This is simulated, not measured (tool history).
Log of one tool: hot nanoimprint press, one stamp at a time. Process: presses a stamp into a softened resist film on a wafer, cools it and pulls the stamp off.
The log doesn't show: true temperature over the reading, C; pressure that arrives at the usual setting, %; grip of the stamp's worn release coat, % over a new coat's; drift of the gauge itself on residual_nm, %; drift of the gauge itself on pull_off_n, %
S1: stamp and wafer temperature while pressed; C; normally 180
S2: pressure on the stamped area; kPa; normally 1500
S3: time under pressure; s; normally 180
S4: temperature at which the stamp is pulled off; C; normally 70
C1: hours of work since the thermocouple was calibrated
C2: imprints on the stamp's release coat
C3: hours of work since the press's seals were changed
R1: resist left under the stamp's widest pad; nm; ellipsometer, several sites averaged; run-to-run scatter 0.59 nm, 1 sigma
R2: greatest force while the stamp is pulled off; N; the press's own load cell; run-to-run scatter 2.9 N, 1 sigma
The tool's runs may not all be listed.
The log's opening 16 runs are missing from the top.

run   hour   S1    S2   S3  S4  C1   C2   C3     R1   R2
 17    127  180  1370  240  70  34  193  249  115.4  137
 18  136.2  180  1240  187  76  39  211  254  128.3  122
 19  140.4  180  1240  187  76  42  219  256  128.4  118
 20  147.5  180  1260  180  75  46  232  260  129.3  124
 21    152  180  1690  180  70  48  241  263  113.5  136
 22    156  180  1500  149  70  51  248  265  126.9  138
 23  160.2  180  2040  295  57  53  257  268   87.7  179
 24    167  180  1500  183  77  57  270  271  119.8  117
 25  173.7  188  1880  180  70  61  282  275   92.1  138
 26  179.4  191  1080  180  70  64  293  279  112.9  141
 27  184.1  192  2280  310  57  67  302  281   61.7  173
 28  188.9  180  1620  180  70  69  311  284  116.4  137
 29  198.5  171   960  224  70  75  330  289  156.2  138
 30  206.4  171   960  224  70  79  345  294  157.2  144

What if the next run were any one of these 3? Each begins from the tool's condition after run 30:
  A  210.9  171   960  129  70  82  353  297   ?   ?
  B  210.9  179   960  224  70  82  353  297   ?   ?
  C  210.9  177  1160  141  70  82  353  297   ?   ?

run     R1   R2
  A  171.6  142
  B  139.6  139
  C  149.1  146
Without the tool's hidden state the same runs would have given:
run     R1   R2
  A  170.9  134
  B  138.7  131
  C  148.1  137
